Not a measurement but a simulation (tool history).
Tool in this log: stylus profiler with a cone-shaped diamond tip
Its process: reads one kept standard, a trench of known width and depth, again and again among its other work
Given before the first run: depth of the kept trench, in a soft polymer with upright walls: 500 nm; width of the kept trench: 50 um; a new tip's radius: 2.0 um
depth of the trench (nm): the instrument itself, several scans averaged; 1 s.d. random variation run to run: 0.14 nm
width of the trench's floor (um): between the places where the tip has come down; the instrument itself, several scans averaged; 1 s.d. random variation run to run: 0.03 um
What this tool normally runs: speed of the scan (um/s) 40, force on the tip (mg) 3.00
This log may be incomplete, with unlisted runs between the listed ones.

| run | day | speed of the scan (um/s) | force on the tip (mg) | depth of the trench (nm) | width of the trench's floor (um) |
|---|---|---|---|---|---|
| 1 | 0.000 | 40 | 3.00 | 507.63 | 46.66 |
| 2 | 1.133 | 40 | 3.00 | 507.60 | 46.64 |
| 3 | 2.246 | 40 | 3.00 | 507.44 | 46.67 |
| 4 | 2.896 | 69 | 3.00 | 507.50 | 46.51 |
| 5 | 4.033 | 40 | 3.00 | 507.79 | 46.63 |
| 6 | 5.279 | 40 | 3.00 | 507.35 | 46.64 |
| 7 | 5.958 | 40 | 3.00 | 507.54 | 46.57 |
| 8 | 6.796 | 40 | 3.00 | 507.35 | 46.62 |
| 9 | 7.812 | 95 | 3.00 | 507.33 | 46.30 |
| 10 | 9.067 | 40 | 3.00 | 507.33 | 46.50 |
| 11 | 9.700 | 40 | 3.00 | 507.52 | 46.52 |
| 12 | 10.333 | 40 | 3.00 | 507.71 | 46.51 |
| 13 | 10.888 | 40 | 3.00 | 507.53 | 46.54 |
| 14 | 11.675 | 40 | 3.00 | 507.23 | 46.55 |
| 15 | 12.925 | 40 | 3.00 | 507.41 | 46.52 |
| 16 | 13.592 | 40 | 2.91 | 507.21 | 46.58 |
| 17 | 14.288 | 40 | 2.91 | 507.02 | 46.43 |
| 18 | 15.100 | 40 | 2.91 | 507.18 | 46.52 |
| 19 | 16.096 | 23 | 3.00 | 507.25 | 46.53 |
| 20 | 17.312 | 40 | 8.44 | 515.20 | 46.54 |
| 21 | 18.125 | 40 | 8.44 | 515.45 | 46.51 |
| 22 | 18.742 | 40 | 8.44 | 515.41 | 46.55 |
| 23 | 19.342 | 40 | 3.00 | 507.16 | 46.48 |
| 24 | 19.912 | 40 | 3.00 | 506.99 | 46.44 |
| 25 | 20.571 | 27 | 3.00 | 506.95 | 46.45 |
| 26 | 21.825 | 84 | 8.41 | 515.29 | 46.33 |
| 27 | 22.788 | 45 | 8.63 | 515.73 | 46.39 |
| 28 | 24.062 | 18 | 2.38 | 506.01 | 46.49 |
| 29 | 24.908 | 18 | 2.38 | 506.17 | 46.41 |
| 30 | 25.446 | 18 | 2.38 | 505.85 | 46.42 |
| 31 | 26.700 | 51 | 1.64 | 504.31 | 46.30 |
| 32 | 27.600 | 11 | 6.64 | 512.61 | 46.45 |
| 33 | 28.746 | 11 | 6.64 | 512.74 | 46.43 |
| 34 | 29.621 | 11 | 6.64 | 513.06 | 46.42 |
| 35 | 30.567 | 11 | 5.02 | 510.68 | 46.46 |
| 36 | 31.792 | 131 | 3.34 | 507.67 | 45.96 |
| 37 | 32.942 | 19 | 5.44 | 511.16 | 46.38 |
| 38 | 33.908 | 19 | 2.11 | 505.02 | 46.31 |
| 39 | 35.092 | 19 | 2.11 | 505.42 | 46.28 |
| 40 | 36.079 | 87 | 7.60 | 514.08 | 46.21 |
| 41 | 37.362 | 87 | 7.60 | 514.28 | 46.18 |
| 42 | 38.025 | 14 | 3.22 | 507.42 | 46.38 |
| 43 | 38.729 | 14 | 3.22 | 507.01 | 46.35 |
| 44 | 39.246 | 42 | 3.62 | 507.88 | 46.18 |
| 45 | 40.321 | 42 | 3.62 | 508.03 | 46.19 |
| 46 | 41.517 | 49 | 4.78 | 509.92 | 46.21 |
| 47 | 42.529 | 29 | 1.75 | 504.46 | 46.19 |
| 48 | 43.679 | 60 | 5.50 | 510.69 | 46.14 |

Consider 3 possible next runs. They are alternatives, not a sequence: every one starts from the tool as it was left by run 48. What does each give?
| A | 44.842 | 36 | 2.77 | ? | ? |
| B | 44.842 | 13 | 6.80 | ? | ? |
| C | 44.842 | 156 | 8.06 | ? | ? |

| run | depth of the trench (nm) | width of the trench's floor (um) |
|---|---|---|
| A | 506.28 | 46.16 |
| B | 512.67 | 46.26 |
| C | 514.49 | 45.95 |
The same runs, with their run-to-run variation unchanged, on a tool lacking any hidden condition would have given:
| run | depth of the trench (nm) | width of the trench's floor (um) |
|---|---|---|
| A | 507.72 | 47.22 |
| B | 514.13 | 47.33 |
| C | 515.95 | 47.02 |
